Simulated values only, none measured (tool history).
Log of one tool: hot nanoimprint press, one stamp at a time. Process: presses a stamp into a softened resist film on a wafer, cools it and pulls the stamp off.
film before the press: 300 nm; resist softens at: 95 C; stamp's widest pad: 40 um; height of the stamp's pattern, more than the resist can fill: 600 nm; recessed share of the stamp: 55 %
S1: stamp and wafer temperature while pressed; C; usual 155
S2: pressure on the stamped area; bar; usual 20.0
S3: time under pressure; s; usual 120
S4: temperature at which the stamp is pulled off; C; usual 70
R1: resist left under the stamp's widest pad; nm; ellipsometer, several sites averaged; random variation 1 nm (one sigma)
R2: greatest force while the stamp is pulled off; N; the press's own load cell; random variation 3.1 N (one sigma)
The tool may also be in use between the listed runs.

run   hour   S1    S2   S3  S4     R1   R2
  1    0.0  155  20.0  120  70  149.5  201
  2   14.9  155  20.0  154  70  138.8  199
  3   37.2  155  20.0  154  70  139.5  203
  4   68.2  155  20.0  116  70  153.5  217
  5   91.7  155  20.0  120  70  153.0  213
  6  116.0  155  20.0  120  70  153.1  212
  7  131.3  155  20.0  139  70  148.1  217
  8  156.8  155  20.0  101  70  164.0  221
  9  175.4  155  20.0  101  70  163.0  219
 10  197.3  164  20.0  101  70  100.2  223
 11  219.9  164  20.0  101  70   99.2  217
     253.8  -- stamp cleaned and given a new release coat
 12  254.2  164  20.0  126  70   93.0  188
 13  270.2  164  20.0  126  70   93.0  185
 14  305.2  164  20.0  126  70   93.2  190
 15  321.3  155  23.6  120  70  145.2  194
 16  343.3  144  14.0  120  70  267.4  201
 17  376.9  156  16.6  120  58  163.9  267
 18  394.2  153  20.9  193  67  146.8  216
 19  414.0  158  25.2  235  61   92.4  250
 20  445.6  149  25.2  235  64  162.0  244
 21  475.1  159  31.6   83  64  119.2  244
 22  503.5  155  13.1  201  72  161.9  200
 23  530.1  155  13.1  201  72  161.7  203
 24  559.1  155  18.8  136  76  161.3  180
 25  586.4  166  18.8  187  76   75.6  184
 26  616.5  154  18.8  187  77  152.6  177
 27  645.9  155  20.2  239  70  127.8  228
 28  669.7  155  30.2  120  70  135.5  222
 29  692.2  152  20.0  120  70  190.2  230

Forecast each of these 3 alternatives for the next run:
     728.3  -- stamp cleaned and given a new release coat
  A  734.8  152  22.9  120  70   ?   ?
     728.3  -- stamp cleaned and given a new release coat
  B  734.8  154  20.0  206  69   ?   ?
     728.3  -- stamp cleaned and given a new release coat
  C  734.8  166  16.6  120  70   ?   ?

run     R1   R2
  A  184.1  193
  B  145.7  195
  C   98.8  189
Without the tool's hidden state the same runs would have given:
run     R1   R2
  A  164.2  181
  B  128.1  184
  C   87.8  178
